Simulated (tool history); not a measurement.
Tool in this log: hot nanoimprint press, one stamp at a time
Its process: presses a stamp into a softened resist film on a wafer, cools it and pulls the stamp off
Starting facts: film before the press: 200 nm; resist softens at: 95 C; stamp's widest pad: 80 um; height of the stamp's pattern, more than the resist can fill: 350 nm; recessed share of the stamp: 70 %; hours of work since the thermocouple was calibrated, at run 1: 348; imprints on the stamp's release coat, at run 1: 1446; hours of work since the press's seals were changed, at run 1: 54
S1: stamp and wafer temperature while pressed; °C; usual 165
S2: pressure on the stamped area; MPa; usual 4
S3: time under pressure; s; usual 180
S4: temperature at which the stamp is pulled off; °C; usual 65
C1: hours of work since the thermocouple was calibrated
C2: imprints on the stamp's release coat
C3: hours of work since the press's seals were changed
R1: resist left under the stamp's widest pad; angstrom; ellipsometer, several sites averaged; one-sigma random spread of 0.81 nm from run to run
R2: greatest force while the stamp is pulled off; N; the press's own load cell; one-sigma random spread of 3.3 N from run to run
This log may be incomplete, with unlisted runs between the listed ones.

Run 1, day 0: usual settings; C1 348; C2 1446; C3 54. Result: R1 1159 angstrom, R2 245 N.
Run 2, day 0.192: usual settings; C1 350; C2 1461; C3 56. Result: R1 1146 angstrom, R2 245 N.
Run 3, day 0.492: usual settings; C1 353; C2 1484; C3 59. Result: R1 1145 angstrom, R2 243 N.
Run 4, day 0.658: usual settings but S1 170 °C; C1 355; C2 1497; C3 61. Result: R1 911 angstrom, R2 248 N.
Run 5, day 0.821: usual settings but S1 170 °C; C1 357; C2 1510; C3 62. Result: R1 921 angstrom, R2 255 N.
Run 6, day 1.062: usual settings; C1 359; C2 1529; C3 65. Result: R1 1169 angstrom, R2 257 N.
Run 7, day 1.242: usual settings but S4 71 °C; C1 361; C2 1543; C3 67. Result: R1 1149 angstrom, R2 217 N.
Run 8, day 1.579: usual settings; C1 365; C2 1570; C3 70. Result: R1 1160 angstrom, R2 256 N.
Run 9, day 1.825: usual settings; C1 367; C2 1589; C3 72. Result: R1 1160 angstrom, R2 254 N.
Run 10, day 2.029: usual settings; C1 369; C2 1605; C3 75. Result: R1 1147 angstrom, R2 251 N.
Run 11, day 2.379: usual settings; C1 373; C2 1632; C3 78. Result: R1 1163 angstrom, R2 253 N.
Run 12, day 2.767: usual settings; C1 377; C2 1663; C3 82. Result: R1 1153 angstrom, R2 262 N.
Run 13, day 3.025: usual settings; C1 379; C2 1683; C3 85. Result: R1 1168 angstrom, R2 270 N.
Run 14, day 3.333: usual settings; C1 382; C2 1707; C3 88. Result: R1 1163 angstrom, R2 265 N.
Run 15, day 3.529: usual settings but S4 53 °C; C1 384; C2 1722; C3 90. Result: R1 1162 angstrom, R2 336 N.
Run 16, day 3.892: usual settings but S4 53 °C; C1 388; C2 1751; C3 93. Result: R1 1162 angstrom, R2 353 N.
Run 17, day 4.117: usual settings but S1 153 °C, S4 63 °C; C1 390; C2 1768; C3 96. Result: R1 1734 angstrom, R2 292 N.
Run 18, day 4.371: usual settings but S1 169 °C, S2 6.29 MPa, S3 321 s, S4 63 °C; C1 393; C2 1788; C3 98. Result: R1 636 angstrom, R2 295 N.
Run 19, day 4.596: usual settings but S1 169 °C, S2 6.29 MPa, S3 321 s, S4 63 °C; C1 395; C2 1806; C3 101. Result: R1 613 angstrom, R2 292 N.
Run 20, day 4.879: usual settings but S1 177 °C, S2 2.94 MPa, S3 321 s, S4 56 °C; C1 398; C2 1828; C3 104. Result: R1 575 angstrom, R2 343 N.
Run 21, day 5.188: usual settings but S1 164 °C, S2 2.54 MPa, S3 119 s, S4 71 °C; C1 401; C2 1852; C3 107. Result: R1 1545 angstrom, R2 238 N.
Run 22, day 5.462: usual settings but S2 3.5 MPa, S4 63 °C; C1 404; C2 1874; C3 109. Result: R1 1222 angstrom, R2 290 N.
Run 23, day 5.771: usual settings but S2 3.5 MPa, S4 63 °C; C1 407; C2 1898; C3 113. Result: R1 1219 angstrom, R2 296 N.
Run 24, day 5.988: usual settings but S2 3.5 MPa, S4 63 °C; C1 409; C2 1915; C3 115. Result: R1 1221 angstrom, R2 298 N.

Run 25, settings as shown, results not yet in. Your forecast:
Run 25, day 6.292: usual settings but S3 140 s; C1 412; C2 1939; C3 118. Result: R1 ?, R2 ?.

R1: 1277 angstrom
R2: 277 N
The same run, on a tool lacking any hidden state, would have yielded R1 1176 angstrom, R2 152 N.

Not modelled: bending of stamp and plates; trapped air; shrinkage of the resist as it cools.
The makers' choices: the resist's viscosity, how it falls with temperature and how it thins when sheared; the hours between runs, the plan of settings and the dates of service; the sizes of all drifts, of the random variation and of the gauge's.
